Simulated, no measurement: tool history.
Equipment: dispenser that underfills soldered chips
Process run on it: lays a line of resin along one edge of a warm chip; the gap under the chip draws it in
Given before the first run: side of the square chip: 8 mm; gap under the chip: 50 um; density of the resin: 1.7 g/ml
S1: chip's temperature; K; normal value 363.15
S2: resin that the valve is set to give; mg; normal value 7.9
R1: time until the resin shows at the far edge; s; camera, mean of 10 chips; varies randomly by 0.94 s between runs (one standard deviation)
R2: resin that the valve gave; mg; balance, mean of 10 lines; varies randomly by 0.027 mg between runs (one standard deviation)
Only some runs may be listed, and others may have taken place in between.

Run 1, hour 0: usual settings. Result: R1 99.4 s, R2 7.31 mg.
At hour 3.5: dispensing valve cleaned and set on the balance.
At hour 11.6: new syringe of resin.
Run 2, hour 12.5: usual settings. Result: R1 89.9 s, R2 7.87 mg.
Run 3, hour 23: usual settings but S2 7.49 mg. Result: R1 113.2 s, R2 7.37 mg.
At hour 27.3: new syringe of resin.
Run 4, hour 31.6: usual settings but S2 9.66 mg. Result: R1 93.4 s, R2 9.46 mg.
Run 5, hour 41.3: usual settings but S2 9.66 mg. Result: R1 113.9 s, R2 9.45 mg.
At hour 43.3: new syringe of resin.
Run 6, hour 48.1: usual settings but S2 9.66 mg. Result: R1 93.1 s, R2 9.42 mg.
Run 7, hour 53.7: usual settings but S2 9.66 mg. Result: R1 105.1 s, R2 9.35 mg.
At hour 59.1: new syringe of resin.
Run 8, hour 62.6: usual settings but S1 348.15 K, S2 9.66 mg. Result: R1 140 s, R2 9.31 mg.
Run 9, hour 73.1: usual settings but S1 348.15 K, S2 9.66 mg. Result: R1 173.6 s, R2 9.23 mg.
At hour 74.5: new syringe of resin.
Run 10, hour 84.3: usual settings but S1 348.15 K, S2 9.66 mg. Result: R1 157.9 s, R2 9.15 mg.
Run 11, hour 89.5: usual settings but S1 348.15 K, S2 9.66 mg. Result: R1 174 s, R2 9.14 mg.
At hour 90.5: new syringe of resin.
Run 12, hour 99.9: usual settings but S1 348.15 K, S2 9.66 mg. Result: R1 158.7 s, R2 9.15 mg.
At hour 106.2: new syringe of resin.
Run 13, hour 109: usual settings but S1 348.15 K, S2 9.66 mg. Result: R1 140.1 s, R2 9.03 mg.
Run 14, hour 116.6: usual settings but S1 348.15 K, S2 9.66 mg. Result: R1 164.5 s, R2 9 mg.
At hour 121.8: new syringe of resin.
Run 15, hour 121.9: usual settings but S1 348.15 K, S2 9.66 mg. Result: R1 128.2 s, R2 8.92 mg.
At hour 124: dispensing valve cleaned and set on the balance.
Run 16, hour 133.4: usual settings but S1 348.15 K, S2 8.43 mg. Result: R1 161.7 s, R2 8.39 mg.
At hour 138.7: new syringe of resin.
Run 17, hour 141.3: usual settings but S1 348.15 K, S2 8.43 mg. Result: R1 141.8 s, R2 8.32 mg.
Run 18, hour 146.1: usual settings but S1 348.15 K, S2 8.43 mg. Result: R1 155.2 s, R2 8.26 mg.
Run 19, hour 153.1: usual settings but S1 348.15 K, S2 8.43 mg. Result: R1 179.6 s, R2 8.28 mg.
At hour 154.8: new syringe of resin.
Run 20, hour 160.6: usual settings but S1 370.15 K, S2 9.68 mg. Result: R1 79.8 s, R2 9.5 mg.
Run 21, hour 169.3: usual settings but S1 374.15 K, S2 7.29 mg. Result: R1 90.7 s, R2 7.07 mg.
At hour 170.3: new syringe of resin.
Run 22, hour 175.9: usual settings but S1 367.15 K, S2 6.8 mg. Result: R1 92.5 s, R2 6.51 mg.
At hour 186.4: new syringe of resin.
Run 23, hour 187.7: usual settings but S1 367.15 K, S2 6.8 mg. Result: R1 84.3 s, R2 6.57 mg.
Run 24, hour 195.6: usual settings but S1 355.15 K, S2 8.94 mg. Result: R1 128.5 s, R2 8.53 mg.
At hour 202.6: new syringe of resin.
Run 25, hour 207.7: usual settings but S1 351.15 K, S2 7.4 mg. Result: R1 138.8 s, R2 7.01 mg.
Run 26, hour 214.8: usual settings but S1 351.15 K, S2 7.4 mg. Result: R1 160.7 s, R2 6.99 mg.
At hour 218.2: new syringe of resin.
Run 27, hour 226.4: usual settings but S1 356.15 K, S2 8.08 mg. Result: R1 126.6 s, R2 7.55 mg.
Run 28, hour 232.4: usual settings but S1 356.15 K, S2 8.08 mg. Result: R1 143.4 s, R2 7.57 mg.
At hour 234.4: new syringe of resin.
At hour 244.2: dispensing valve cleaned and set on the balance.
Run 29, hour 244.8: usual settings but S1 364.15 K, S2 8.51 mg. Result: R1 101.7 s, R2 8.49 mg.
At hour 251.5: new syringe of resin.
Run 30, hour 253.7: usual settings but S1 366.15 K, S2 7.81 mg. Result: R1 83.1 s, R2 7.72 mg.
Run 31, hour 264.4: usual settings but S2 7.72 mg. Result: R1 114.7 s, R2 7.65 mg.
At hour 267.7: new syringe of resin.
Run 32, hour 270.5: usual settings but S1 350.15 K, S2 9.64 mg. Result: R1 130.8 s, R2 9.42 mg.
Run 33, hour 280.6: usual settings but S1 357.15 K, S2 7.69 mg. Result: R1 137 s, R2 7.54 mg.
At hour 283.5: new syringe of resin.
Run 34, hour 291.7: usual settings but S1 376.15 K, S2 9.08 mg. Result: R1 69.9 s, R2 8.77 mg.

Consider 4 possible next runs. They are alternatives, not a sequence: every one starts from the tool as it was left by run 34. What does each give?
Run A, hour 297.4: usual settings but S1 376.15 K, S2 8.11 mg. Result: R1 ?, R2 ?.
Run B, hour 297.4: usual settings but S1 357.15 K, S2 9.24 mg. Result: R1 ?, R2 ?.
Run C, hour 297.4: usual settings but S1 370.15 K, S2 7.43 mg. Result: R1 ?, R2 ?.
Run D, hour 297.4: usual settings but S1 356.15 K. Result: R1 ?, R2 ?.

run     R1    R2
  A   80.4  7.83
  B    132  8.89
  C   96.1  7.16
  D  139.4  7.61
Without the tool's unlogged condition, the same runs would have read:
run     R1    R2
  A   62.7  8.12
  B  103.6  9.22
  C   74.7  7.43
  D  109.1  7.89
